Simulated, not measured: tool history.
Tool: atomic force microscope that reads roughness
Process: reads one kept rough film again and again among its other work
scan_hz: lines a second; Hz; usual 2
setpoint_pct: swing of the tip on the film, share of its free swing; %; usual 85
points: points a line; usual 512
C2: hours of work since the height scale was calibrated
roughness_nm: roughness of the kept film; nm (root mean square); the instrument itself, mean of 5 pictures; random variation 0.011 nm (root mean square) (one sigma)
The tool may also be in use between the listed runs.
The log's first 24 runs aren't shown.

{"run": 25, "hour": 411.3, "scan_hz": 3.72, "setpoint_pct": 69, "points": 872, "pictures with this tip": 146, "C2": 61, "roughness_nm": 2.384}
{"run": 26, "hour": 431.4, "scan_hz": 0.82, "setpoint_pct": 87, "points": 616, "pictures with this tip": 169, "C2": 71, "roughness_nm": 2.428}
{"run": 27, "hour": 452.0, "scan_hz": 0.78, "setpoint_pct": 87, "points": 616, "pictures with this tip": 191, "C2": 81, "roughness_nm": 2.397}
{"run": 28, "hour": 473.3, "scan_hz": 3.77, "setpoint_pct": 87, "points": 312, "pictures with this tip": 215, "C2": 91, "roughness_nm": 1.985}
{"run": 29, "hour": 487.0, "scan_hz": 3.77, "setpoint_pct": 87, "points": 312, "pictures with this tip": 230, "C2": 98, "roughness_nm": 1.961}
{"run": 30, "hour": 507.1, "scan_hz": 2, "setpoint_pct": 85, "points": 498, "pictures with this tip": 253, "C2": 108, "roughness_nm": 2.157}
{"run": 31, "hour": 522.8, "scan_hz": 0.83, "setpoint_pct": 87, "points": 512, "pictures with this tip": 270, "C2": 116, "roughness_nm": 2.244}
{"run": 32, "hour": 540.0, "scan_hz": 3.15, "setpoint_pct": 56, "points": 285, "pictures with this tip": 289, "C2": 124, "roughness_nm": 2.235}
{"hour": 556.5, "done": "new tip fitted"}
{"run": 33, "hour": 560.1, "scan_hz": 3.15, "setpoint_pct": 56, "points": 285, "pictures with this tip": 4, "C2": 134, "roughness_nm": 2.812}
{"run": 34, "hour": 582.8, "scan_hz": 2, "setpoint_pct": 66, "points": 772, "pictures with this tip": 29, "C2": 145, "roughness_nm": 2.796}
{"run": 35, "hour": 592.5, "scan_hz": 2, "setpoint_pct": 66, "points": 772, "pictures with this tip": 40, "C2": 150, "roughness_nm": 2.741}
{"run": 36, "hour": 607.4, "scan_hz": 2, "setpoint_pct": 69, "points": 1001, "pictures with this tip": 56, "C2": 157, "roughness_nm": 2.671}
{"run": 37, "hour": 623.9, "scan_hz": 2, "setpoint_pct": 59, "points": 675, "pictures with this tip": 74, "C2": 166, "roughness_nm": 2.677}
{"run": 38, "hour": 636.8, "scan_hz": 2.77, "setpoint_pct": 79, "points": 481, "pictures with this tip": 89, "C2": 172, "roughness_nm": 2.424}
{"run": 39, "hour": 659.7, "scan_hz": 2.77, "setpoint_pct": 79, "points": 481, "pictures with this tip": 114, "C2": 183, "roughness_nm": 2.375}
{"run": 40, "hour": 679.5, "scan_hz": 2.77, "setpoint_pct": 79, "points": 481, "pictures with this tip": 136, "C2": 193, "roughness_nm": 2.349}

4 ways to go on from here, each from the tool as it stands after run 40. What would each give?
{"run": "A", "hour": 695.5, "scan_hz": 0.9, "setpoint_pct": 70, "points": 979, "pictures with this tip": 154, "C2": 201, "roughness_nm": "?"}
{"run": "B", "hour": 695.5, "scan_hz": 2, "setpoint_pct": 68, "points": 634, "pictures with this tip": 154, "C2": 201, "roughness_nm": "?"}
{"run": "C", "hour": 695.5, "scan_hz": 1.12, "setpoint_pct": 85, "points": 437, "pictures with this tip": 154, "C2": 201, "roughness_nm": "?"}
{"run": "D", "hour": 695.5, "scan_hz": 0.7, "setpoint_pct": 79, "points": 629, "pictures with this tip": 154, "C2": 201, "roughness_nm": "?"}

run=A roughness_nm=2.504
run=B roughness_nm=2.458
run=C roughness_nm=2.409
run=D roughness_nm=2.504
Without the tool's hidden state the same runs would have given:
run=A roughness_nm=2.901
run=B roughness_nm=2.849
run=C roughness_nm=2.791
run=D roughness_nm=2.902

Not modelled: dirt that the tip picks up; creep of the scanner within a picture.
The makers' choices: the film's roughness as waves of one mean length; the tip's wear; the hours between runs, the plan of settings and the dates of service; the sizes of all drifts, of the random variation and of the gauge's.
